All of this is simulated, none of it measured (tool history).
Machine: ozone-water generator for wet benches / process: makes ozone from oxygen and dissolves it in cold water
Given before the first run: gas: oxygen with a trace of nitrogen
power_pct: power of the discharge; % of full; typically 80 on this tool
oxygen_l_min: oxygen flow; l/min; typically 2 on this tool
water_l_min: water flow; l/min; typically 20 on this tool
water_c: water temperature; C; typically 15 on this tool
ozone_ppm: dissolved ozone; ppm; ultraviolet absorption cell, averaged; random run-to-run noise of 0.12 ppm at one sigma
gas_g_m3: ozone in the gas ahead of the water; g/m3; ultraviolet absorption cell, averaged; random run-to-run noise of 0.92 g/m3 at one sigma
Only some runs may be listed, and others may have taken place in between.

run 1 hour=0 | power_pct=80 oxygen_l_min=2 water_l_min=20 water_c=15 | ozone_ppm=10 gas_g_m3=154.1
run 2 hour=94.5 | power_pct=80 oxygen_l_min=2 water_l_min=20 water_c=15 | ozone_ppm=10 gas_g_m3=155.6
run 3 hour=183.4 | power_pct=80 oxygen_l_min=2 water_l_min=20 water_c=15 | ozone_ppm=10.3 gas_g_m3=153.7
run 4 hour=291.4 | power_pct=97 oxygen_l_min=2 water_l_min=20 water_c=15 | ozone_ppm=11.5 gas_g_m3=175.4
run 5 hour=359 | power_pct=97 oxygen_l_min=2 water_l_min=20 water_c=15 | ozone_ppm=11.2 gas_g_m3=173.7
run 6 hour=409.6 | power_pct=97 oxygen_l_min=2 water_l_min=20 water_c=15 | ozone_ppm=11.2 gas_g_m3=171.7
run 7 hour=475.8 | power_pct=97 oxygen_l_min=2 water_l_min=20 water_c=15 | ozone_ppm=11.4 gas_g_m3=176.1
run 8 hour=577.6 | power_pct=97 oxygen_l_min=2 water_l_min=22 water_c=15 | ozone_ppm=10.3 gas_g_m3=172.2
run 9 hour=662.4 | power_pct=80 oxygen_l_min=2 water_l_min=22 water_c=15 | ozone_ppm=9.4 gas_g_m3=154.4
run 10 hour=728.6 | power_pct=80 oxygen_l_min=2 water_l_min=20 water_c=15 | ozone_ppm=10 gas_g_m3=155
run 11 hour=782.9 | power_pct=80 oxygen_l_min=2 water_l_min=20 water_c=15 | ozone_ppm=10.2 gas_g_m3=154.7
run 12 hour=828.3 | power_pct=80 oxygen_l_min=2 water_l_min=20 water_c=15 | ozone_ppm=10.1 gas_g_m3=154.9
run 13 hour=925.5 | power_pct=80 oxygen_l_min=2 water_l_min=20 water_c=15 | ozone_ppm=10.2 gas_g_m3=154.2
run 14 hour=1019.1 | power_pct=80 oxygen_l_min=2 water_l_min=20 water_c=15 | ozone_ppm=10.2 gas_g_m3=155.2
run 15 hour=1065.2 | power_pct=80 oxygen_l_min=2 water_l_min=20 water_c=15 | ozone_ppm=9.9 gas_g_m3=155.3
run 16 hour=1112.8 | power_pct=80 oxygen_l_min=2 water_l_min=19 water_c=15 | ozone_ppm=10.6 gas_g_m3=155
run 17 hour=1212.4 | power_pct=80 oxygen_l_min=2.65 water_l_min=20 water_c=15 | ozone_ppm=10.4 gas_g_m3=127.7
run 18 hour=1274.2 | power_pct=71 oxygen_l_min=2 water_l_min=21 water_c=8 | ozone_ppm=9.5 gas_g_m3=144.2
run 19 hour=1370.6 | power_pct=56 oxygen_l_min=3.58 water_l_min=13 water_c=8 | ozone_ppm=13.2 gas_g_m3=85.2
run 20 hour=1429.8 | power_pct=56 oxygen_l_min=3.58 water_l_min=13 water_c=12 | ozone_ppm=12.4 gas_g_m3=85.7
run 21 hour=1489.8 | power_pct=56 oxygen_l_min=3.58 water_l_min=13 water_c=12 | ozone_ppm=12.4 gas_g_m3=85.4
run 22 hour=1587.7 | power_pct=57 oxygen_l_min=1.24 water_l_min=16 water_c=17 | ozone_ppm=9.8 gas_g_m3=176
run 23 hour=1685.3 | power_pct=45 oxygen_l_min=1.1 water_l_min=20 water_c=16 | ozone_ppm=6.8 gas_g_m3=165.1
run 24 hour=1779.9 | power_pct=45 oxygen_l_min=2.11 water_l_min=28 water_c=11 | ozone_ppm=5.2 gas_g_m3=107.4
run 25 hour=1835 | power_pct=45 oxygen_l_min=2.11 water_l_min=28 water_c=11 | ozone_ppm=5.2 gas_g_m3=107.4
run 26 hour=1892.7 | power_pct=60 oxygen_l_min=2 water_l_min=13 water_c=15 | ozone_ppm=12.8 gas_g_m3=132.2
run 27 hour=1943.6 | power_pct=61 oxygen_l_min=2.18 water_l_min=16 water_c=9 | ozone_ppm=11.6 gas_g_m3=124.2
run 28 hour=2017.7 | power_pct=43 oxygen_l_min=2.39 water_l_min=16 water_c=21 | ozone_ppm=8.5 gas_g_m3=95.2
run 29 hour=2098.7 | power_pct=43 oxygen_l_min=2.39 water_l_min=16 water_c=21 | ozone_ppm=8.4 gas_g_m3=95.7
run 30 hour=2202.5 | power_pct=43 oxygen_l_min=2.39 water_l_min=16 water_c=21 | ozone_ppm=8.3 gas_g_m3=96.2
run 31 hour=2298.4 | power_pct=84 oxygen_l_min=2 water_l_min=29 water_c=15 | ozone_ppm=6.9 gas_g_m3=159.5
run 32 hour=2353.5 | power_pct=80 oxygen_l_min=1.15 water_l_min=20 water_c=15 | ozone_ppm=9.5 gas_g_m3=224.4
run 33 hour=2411.6 | power_pct=80 oxygen_l_min=1.15 water_l_min=20 water_c=15 | ozone_ppm=9.3 gas_g_m3=225.6

Consider 3 possible next runs. They are alternatives, not a sequence: every one starts from the tool as it was left by run 33. What does each give?
run A hour=2518.1 | power_pct=84 oxygen_l_min=2 water_l_min=16 water_c=9 | ozone_ppm=? gas_g_m3=?
run B hour=2518.1 | power_pct=80 oxygen_l_min=1.15 water_l_min=20 water_c=18 | ozone_ppm=? gas_g_m3=?
run C hour=2518.1 | power_pct=80 oxygen_l_min=2 water_l_min=13 water_c=15 | ozone_ppm=? gas_g_m3=?

run=A ozone_ppm=13.8 gas_g_m3=159.1
run=B ozone_ppm=9.3 gas_g_m3=224
run=C ozone_ppm=15.3 gas_g_m3=155.3
Without the tool's unlogged condition, the same runs would have read:
run=A ozone_ppm=13.9 gas_g_m3=159.2
run=B ozone_ppm=9.3 gas_g_m3=224.2
run=C ozone_ppm=15.3 gas_g_m3=155.4
